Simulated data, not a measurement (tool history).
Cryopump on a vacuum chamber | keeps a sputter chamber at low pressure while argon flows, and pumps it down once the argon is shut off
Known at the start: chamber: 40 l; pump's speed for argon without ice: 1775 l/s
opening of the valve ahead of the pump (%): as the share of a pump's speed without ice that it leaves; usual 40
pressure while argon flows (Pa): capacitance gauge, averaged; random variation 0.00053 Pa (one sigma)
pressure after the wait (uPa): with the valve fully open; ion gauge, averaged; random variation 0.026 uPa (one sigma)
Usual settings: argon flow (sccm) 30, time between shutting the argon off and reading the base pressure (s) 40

run    hour  argon flow (sccm)  time between shutting the argon off and reading the base pressure (s)  opening of the valve ahead of the pump (%)  pressure while argon flows (Pa)  pressure after the wait (uPa)
  1       0                 30                                                                     40                                          40                            0.074                            2.7
  2    56.6                 30                                                                     40                                          40                           0.0743                           2.69
  3   129.2                 30                                                                     40                                          40                           0.0737                           2.83
  4   175.5                 30                                                                     40                                          37                           0.0799                           2.88
  5   209.8                 30                                                                     40                                          37                           0.0798                           2.93
  6   249.5                 30                                                                     40                                          40                           0.0755                           2.93
  7   313.2                 30                                                                     40                                          40                           0.0763                           2.86
  8     357                 30                                                                     40                                          40                           0.0757                           2.98
  9   426.9                 30                                                                     40                                          40                           0.0763                           3.09
 10   490.8                 30                                                                     40                                          40                           0.0774                           3.16
 11   554.4                 42                                                                     20                                          50                           0.0903                            4.2
 12   622.3                 22                                                                     20                                          29                           0.0778                           4.27
      648.2  -- pump warmed up, emptied and cooled again
 13   679.1                 52                                                                     43                                          20                           0.2483                           2.77
 14   751.2                 52                                                                     43                                          20                           0.2489                           2.88
 15   820.5                 25                                                                     35                                          55                           0.0444                           3.17
 16   898.6                 25                                                                     35                                          55                           0.0455                           3.23
 17   976.3                 25                                                                     35                                          55                           0.0451                           3.25
     1002.4  -- leaking fittings of the chamber tightened, without venting
 18  1027.5                 21                                                                     60                                          20                           0.1024                           0.82
 19  1069.6                 58                                                                    203                                          39                           0.1469                            0.4

5 ways to go on from here, each from the tool as it stands after run 19. What would each give?
  A  1136.2                 28                                                                     40                                          40                                ?                              ?
  B  1136.2                 31                                                                     23                                          15                                ?                              ?
  C  1136.2                 30                                                                     59                                          30                                ?                              ?
  D  1136.2                 48                                                                    255                                          39                                ?                              ?
  E  1136.2                 16                                                                    203                                          39                                ?                              ?

run  pressure while argon flows (Pa)  pressure after the wait (uPa)
  A                           0.0706                            1.2
  B                           0.2005                           1.98
  C                            0.099                           0.94
  D                            0.122                           0.43
  E                           0.0411                           0.44
Without the tool's hidden state the same runs would have given:
run  pressure while argon flows (Pa)  pressure after the wait (uPa)
  A                           0.0672                           1.09
  B                           0.1968                           1.87
  C                           0.0954                           0.83
  D                           0.1162                           0.32
  E                           0.0391                           0.33
